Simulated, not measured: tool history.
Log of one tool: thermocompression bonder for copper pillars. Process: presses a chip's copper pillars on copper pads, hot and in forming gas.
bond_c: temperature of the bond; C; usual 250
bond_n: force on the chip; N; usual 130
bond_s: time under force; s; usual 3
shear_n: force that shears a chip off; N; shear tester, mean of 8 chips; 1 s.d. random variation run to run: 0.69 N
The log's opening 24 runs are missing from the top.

run	hour	bond_c	bond_n	bond_s	hours of work since the heater was calibrated	hours of work since the force cell was calibrated	hours of work since the gas filter was changed	shear_n
25	1463.1	250	98	8	357	921	301	53.0
26	1527.1	250	98	8	394	959	338	54.9
27	1571.5	250	145	8	420	985	364	69.0
28	1641.8	276	148	2	461	1026	405	64.7
29	1713.2	276	148	2	503	1067	447	62.8
30	1751.5	276	148	2	526	1090	469	62.7
# hour 1785.9: forming gas filter changed
31	1820.0	276	100	7	565	1129	20	73.6
32	1880.7	276	100	7	601	1165	55	73.9
33	1918.4	250	126	2	623	1187	77	38.1
34	1995.2	255	164	4	668	1232	122	65.0
35	2032.7	250	80	7	690	1254	144	45.8
36	2111.4	237	130	2	736	1300	190	31.7
37	2149.5	250	130	2	758	1322	213	40.8
38	2211.1	250	130	2	794	1358	249	39.6

Below are 3 alternative next runs, each starting from the tool's condition after run 38. Predict each:
A	2284.7	222	130	3	837	1401	292	?
B	2284.7	250	78	5	837	1401	292	?
C	2284.7	250	95	3	837	1401	292	?

run	shear_n
A	28.4
B	38.0
C	36.9
With no hidden state in the tool, these same runs would have given:
run	shear_n
A	28.7
B	38.3
C	37.2
